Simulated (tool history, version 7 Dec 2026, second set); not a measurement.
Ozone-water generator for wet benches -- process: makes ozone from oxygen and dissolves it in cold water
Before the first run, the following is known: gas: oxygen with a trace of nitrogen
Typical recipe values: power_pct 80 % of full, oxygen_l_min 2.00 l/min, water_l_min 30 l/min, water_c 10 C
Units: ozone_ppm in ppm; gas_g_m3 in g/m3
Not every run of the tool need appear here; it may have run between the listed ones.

run	hour	power_pct	oxygen_l_min	water_l_min	water_c	ozone_ppm	gas_g_m3
1	0.0	80	2.00	30	10	7.9	164.3
2	148.1	80	2.00	30	10	7.8	163.9
3	292.0	80	2.00	30	14	7.7	163.1
4	379.1	80	2.00	30	14	7.7	163.5
5	487.5	98	2.00	30	10	9.3	192.9
6	637.4	98	2.00	30	10	9.6	194.1
7	774.0	80	2.00	25	10	9.6	163.6
8	890.7	80	2.00	25	10	9.5	162.7
9	1012.2	80	2.00	25	10	9.5	161.1
10	1129.7	80	2.00	25	10	9.5	162.7
# hour 1182.3: contactor cleaned
11	1250.9	80	2.00	30	10	8.0	162.2
12	1370.1	80	2.00	47	10	4.6	161.8
13	1522.3	80	2.00	47	10	4.7	161.7
14	1678.9	80	2.00	47	10	4.5	161.6
15	1764.0	80	2.00	47	10	4.7	159.0
16	1890.0	80	2.00	47	10	4.6	161.4
17	1982.1	80	3.36	33	10	7.9	118.4
# hour 2033.7: contactor cleaned, once more
18	2120.7	80	3.36	33	10	8.0	120.7
19	2217.9	80	3.36	33	10	8.2	118.7
20	2363.5	80	2.29	33	10	7.2	149.3
# hour 2495.2: water thermometer calibrated
21	2514.6	80	3.43	26	10	10.2	117.6
22	2609.5	70	1.95	36	6	5.7	146.4
23	2725.9	70	1.37	36	6	5.1	179.7
24	2856.8	70	2.46	31	6	7.2	129.1
25	2981.3	52	2.46	31	7	5.5	101.9
26	3071.0	99	1.06	31	7	7.4	273.2
27	3234.4	84	2.00	30	10	8.3	166.1
28	3351.7	80	1.05	29	15	6.5	230.3
29	3443.3	40	1.88	44	9	2.9	96.4
30	3595.5	44	2.00	30	10	4.8	99.8
31	3674.4	89	2.00	23	5	11.2	172.4
32	3767.5	89	2.00	23	5	11.1	171.6

Results for each run, recomputed without the tool's hidden state and with each run's random variation untouched:
Hidden conditions of the tool in this case: yield of the discharge, % of new electrodes'; contactor's efficiency, % of a clean one's; true water temperature over the reading, C; drift of the gauge itself on ozone_ppm, %; drift of the gauge itself on gas_g_m3, %.
run	ozone_ppm	gas_g_m3
1	8.3	170.6
2	8.3	170.5
3	8.2	169.9
4	8.2	170.5
5	9.9	202.6
6	10.2	204.1
7	10.2	171.1
8	10.1	170.5
9	10.1	169.0
10	10.2	170.9
11	8.6	170.6
12	5.0	170.4
13	5.1	170.5
14	4.9	170.7
15	5.1	168.1
16	5.0	170.8
17	8.6	125.5
18	8.5	128.0
19	8.7	126.1
20	7.7	158.7
21	10.9	125.2
22	6.1	155.1
23	5.4	190.6
24	7.7	137.1
25	5.9	106.7
26	8.0	295.8
27	9.0	178.7
28	7.0	247.4
29	3.0	99.9
30	5.0	104.1
31	12.3	186.8
32	12.2	186.3
